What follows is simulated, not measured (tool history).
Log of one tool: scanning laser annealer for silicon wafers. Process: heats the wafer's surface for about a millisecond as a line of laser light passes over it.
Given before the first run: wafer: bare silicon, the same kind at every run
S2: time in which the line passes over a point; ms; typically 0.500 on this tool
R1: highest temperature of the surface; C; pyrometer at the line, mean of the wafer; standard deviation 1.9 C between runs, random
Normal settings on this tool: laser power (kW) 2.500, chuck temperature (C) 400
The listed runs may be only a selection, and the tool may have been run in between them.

run 1 hour=0.0 | laser_power_(kW)=2.500 S2=0.500 chuck_temperature_(C)=400 | R1=1200
run 2 hour=76.2 | laser_power_(kW)=2.500 S2=0.500 chuck_temperature_(C)=400 | R1=1199
-- hour=132.2 optics aligned, line set to its width
run 3 hour=144.5 | laser_power_(kW)=2.500 S2=0.500 chuck_temperature_(C)=400 | R1=1199
run 4 hour=212.8 | laser_power_(kW)=2.500 S2=0.500 chuck_temperature_(C)=400 | R1=1198
-- hour=283.2 window over the wafer cleaned
run 5 hour=287.6 | laser_power_(kW)=2.500 S2=0.500 chuck_temperature_(C)=400 | R1=1213
run 6 hour=335.5 | laser_power_(kW)=2.730 S2=0.506 chuck_temperature_(C)=408 | R1=1297
run 7 hour=431.5 | laser_power_(kW)=2.730 S2=0.506 chuck_temperature_(C)=408 | R1=1297
run 8 hour=481.1 | laser_power_(kW)=2.366 S2=0.506 chuck_temperature_(C)=433 | R1=1207
run 9 hour=530.1 | laser_power_(kW)=2.359 S2=0.601 chuck_temperature_(C)=394 | R1=1243
run 10 hour=596.0 | laser_power_(kW)=2.359 S2=0.410 chuck_temperature_(C)=394 | R1=1071

Forecast each of these 4 alternatives for the next run:
run A hour=658.7 | laser_power_(kW)=2.500 S2=0.370 chuck_temperature_(C)=400 | R1=?
run B hour=658.7 | laser_power_(kW)=2.375 S2=0.367 chuck_temperature_(C)=425 | R1=?
run C hour=658.7 | laser_power_(kW)=2.500 S2=0.500 chuck_temperature_(C)=380 | R1=?
run D hour=658.7 | laser_power_(kW)=2.229 S2=0.414 chuck_temperature_(C)=436 | R1=?

run=A R1=1073
run=B R1=1062
run=C R1=1182
run=D R1=1082
Take away the tool's hidden state, keep each run's random variation, and the runs would have read:
run=A R1=1092
run=B R1=1080
run=C R1=1205
run=D R1=1100

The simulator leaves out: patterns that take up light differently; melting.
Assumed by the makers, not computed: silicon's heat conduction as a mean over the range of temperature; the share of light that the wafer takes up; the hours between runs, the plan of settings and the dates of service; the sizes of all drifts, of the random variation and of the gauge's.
